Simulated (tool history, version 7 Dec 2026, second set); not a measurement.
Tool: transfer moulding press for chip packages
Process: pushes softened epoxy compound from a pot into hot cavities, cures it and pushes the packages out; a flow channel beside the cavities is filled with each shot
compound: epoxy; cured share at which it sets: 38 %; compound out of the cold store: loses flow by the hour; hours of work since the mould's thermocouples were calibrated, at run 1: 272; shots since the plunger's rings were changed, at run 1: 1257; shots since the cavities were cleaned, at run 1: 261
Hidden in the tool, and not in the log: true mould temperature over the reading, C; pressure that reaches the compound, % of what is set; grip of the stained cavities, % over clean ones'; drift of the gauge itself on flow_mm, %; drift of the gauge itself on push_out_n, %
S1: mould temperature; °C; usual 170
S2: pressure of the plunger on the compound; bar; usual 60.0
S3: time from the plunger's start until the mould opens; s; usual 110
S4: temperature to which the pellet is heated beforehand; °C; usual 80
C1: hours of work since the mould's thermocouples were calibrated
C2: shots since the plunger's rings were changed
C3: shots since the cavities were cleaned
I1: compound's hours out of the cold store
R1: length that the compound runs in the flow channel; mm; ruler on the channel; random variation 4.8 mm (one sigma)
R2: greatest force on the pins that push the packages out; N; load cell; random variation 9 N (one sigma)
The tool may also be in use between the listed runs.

run,hour,S1,S2,S3,S4,C1,C2,C3,I1,R1,R2
1,0.0,170,60.0,110,80,272,1257,261,47.9,767,441
2,23.2,170,60.0,110,80,282,1423,427,15.4,884,524
# hour 44.7: cavities cleaned with cleaning compound and waxed
3,46.8,170,60.0,110,80,291,1580,14,17.2,867,417
4,81.9,170,60.0,110,80,305,1831,265,30.1,818,476
5,115.7,170,48.2,110,80,319,2072,506,10.1,791,501
# hour 128.4: cavities cleaned with cleaning compound and waxed
6,153.5,170,48.2,110,80,334,2331,179,43.3,686,419
7,179.9,170,60.0,110,84,345,2519,367,44.3,765,441
# hour 210.6: cavities cleaned with cleaning compound and waxed
8,210.6,170,60.0,110,84,357,2728,0,33.8,779,399
9,255.5,170,60.0,110,84,375,3048,320,37.4,776,441
# hour 293.0: cavities cleaned with cleaning compound and waxed
10,306.9,170,60.0,110,84,396,3404,99,17.4,825,419
11,354.6,170,60.0,110,84,415,3745,440,35.9,759,473
# hour 374.8: cavities cleaned with cleaning compound and waxed
# hour 388.1: plunger's sealing rings changed
12,401.0,170,60.0,110,84,432,92,169,9.7,921,428
13,435.3,170,60.0,123,84,446,337,414,10.1,910,420
# hour 463.1: cavities cleaned with cleaning compound and waxed
14,474.8,170,60.0,123,84,462,608,84,47.7,784,371
15,506.6,170,60.8,110,85,475,834,310,42.4,799,454
# hour 533.3: mould's thermocouples calibrated
16,544.7,167,60.0,100,73,5,1092,568,15.5,896,866
# hour 550.5: cavities cleaned with cleaning compound and waxed
17,594.4,162,64.4,100,73,24,1436,313,20.6,928,1161
18,627.5,170,57.7,129,80,38,1672,549,47.9,753,432
# hour 632.9: cavities cleaned with cleaning compound and waxed
19,653.5,162,54.4,108,80,48,1847,147,16.7,854,879
20,696.3,162,54.4,108,89,65,2152,452,20.1,839,973
# hour 716.0: cavities cleaned with cleaning compound and waxed
21,745.3,162,54.4,139,89,85,2492,209,37.8,771,491
22,790.8,170,60.0,110,88,104,2816,533,47.4,744,474
# hour 798.0: cavities cleaned with cleaning compound and waxed
23,822.8,170,60.0,110,88,116,3034,177,15.7,839,457
24,869.5,170,60.0,110,88,135,3367,510,14.7,843,533
# hour 879.6: cavities cleaned with cleaning compound and waxed
25,899.9,176,48.1,110,84,147,3573,145,20.2,714,356
26,928.4,173,48.1,119,78,159,3777,349,16.8,732,410

The next listed run, before its measurement:
# hour 954.5: plunger's sealing rings changed
# hour 966.0: cavities cleaned with cleaning compound and waxed
27,969.4,176,70.2,110,81,174,96,24,33.9,?,?

Run 27 gave R1 870 mm, R2 339 N.
Without the tool's hidden state the same run would have given R1 876 mm, R2 330 N.
